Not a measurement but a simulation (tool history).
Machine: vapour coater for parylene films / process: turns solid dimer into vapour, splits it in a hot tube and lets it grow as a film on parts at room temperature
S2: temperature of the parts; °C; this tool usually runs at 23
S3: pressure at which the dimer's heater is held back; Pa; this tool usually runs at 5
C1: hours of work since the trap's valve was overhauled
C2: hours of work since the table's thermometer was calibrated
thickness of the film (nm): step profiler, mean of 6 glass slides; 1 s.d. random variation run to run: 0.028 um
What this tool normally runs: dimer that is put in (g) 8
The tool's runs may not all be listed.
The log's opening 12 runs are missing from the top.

{"run": 13, "hour": 379.3, "dimer that is put in (g)": 8, "S2": 23, "S3": 3.17, "C1": 183, "C2": 810, "thickness of the film (nm)": 2800}
{"run": 14, "hour": 398.3, "dimer that is put in (g)": 8, "S2": 23, "S3": 3.17, "C1": 200, "C2": 826, "thickness of the film (nm)": 2850}
{"run": 15, "hour": 436.4, "dimer that is put in (g)": 8, "S2": 23, "S3": 3.17, "C1": 234, "C2": 860, "thickness of the film (nm)": 2750}
{"run": 16, "hour": 457.7, "dimer that is put in (g)": 8, "S2": 23, "S3": 3.17, "C1": 253, "C2": 879, "thickness of the film (nm)": 2760}
{"run": 17, "hour": 500.6, "dimer that is put in (g)": 8, "S2": 23, "S3": 5, "C1": 291, "C2": 917, "thickness of the film (nm)": 2590}
{"run": 18, "hour": 540.0, "dimer that is put in (g)": 8, "S2": 23, "S3": 5, "C1": 326, "C2": 952, "thickness of the film (nm)": 2630}
{"run": 19, "hour": 577.1, "dimer that is put in (g)": 8, "S2": 23, "S3": 5, "C1": 359, "C2": 985, "thickness of the film (nm)": 2570}
{"run": 20, "hour": 609.8, "dimer that is put in (g)": 8, "S2": 23, "S3": 5, "C1": 388, "C2": 1014, "thickness of the film (nm)": 2540}
{"hour": 614.9, "done": "table's thermometer calibrated"}
{"hour": 635.7, "done": "trap's valve overhauled"}
{"run": 21, "hour": 655.7, "dimer that is put in (g)": 8, "S2": 23, "S3": 5, "C1": 18, "C2": 33, "thickness of the film (nm)": 2670}
{"run": 22, "hour": 688.1, "dimer that is put in (g)": 5, "S2": 23, "S3": 4.74, "C1": 47, "C2": 61, "thickness of the film (nm)": 1670}
{"hour": 713.2, "done": "table's thermometer calibrated, once more"}
{"run": 23, "hour": 729.1, "dimer that is put in (g)": 5, "S2": 23, "S3": 4.74, "C1": 82, "C2": 14, "thickness of the film (nm)": 1700}
{"run": 24, "hour": 768.8, "dimer that is put in (g)": 5, "S2": 23, "S3": 4.74, "C1": 117, "C2": 49, "thickness of the film (nm)": 1730}
{"run": 25, "hour": 792.1, "dimer that is put in (g)": 7, "S2": 23, "S3": 4.74, "C1": 138, "C2": 70, "thickness of the film (nm)": 2420}

The next listed run, before its measurement:
{"run": 26, "hour": 818.6, "dimer that is put in (g)": 7, "S2": 23, "S3": 4.74, "C1": 161, "C2": 93, "thickness of the film (nm)": "?"}

{"run 26": {"thickness of the film (nm)": 2410}}
With the hidden condition absent and the run-to-run variation left alone, this run would have shown thickness of the film (nm) 2500.
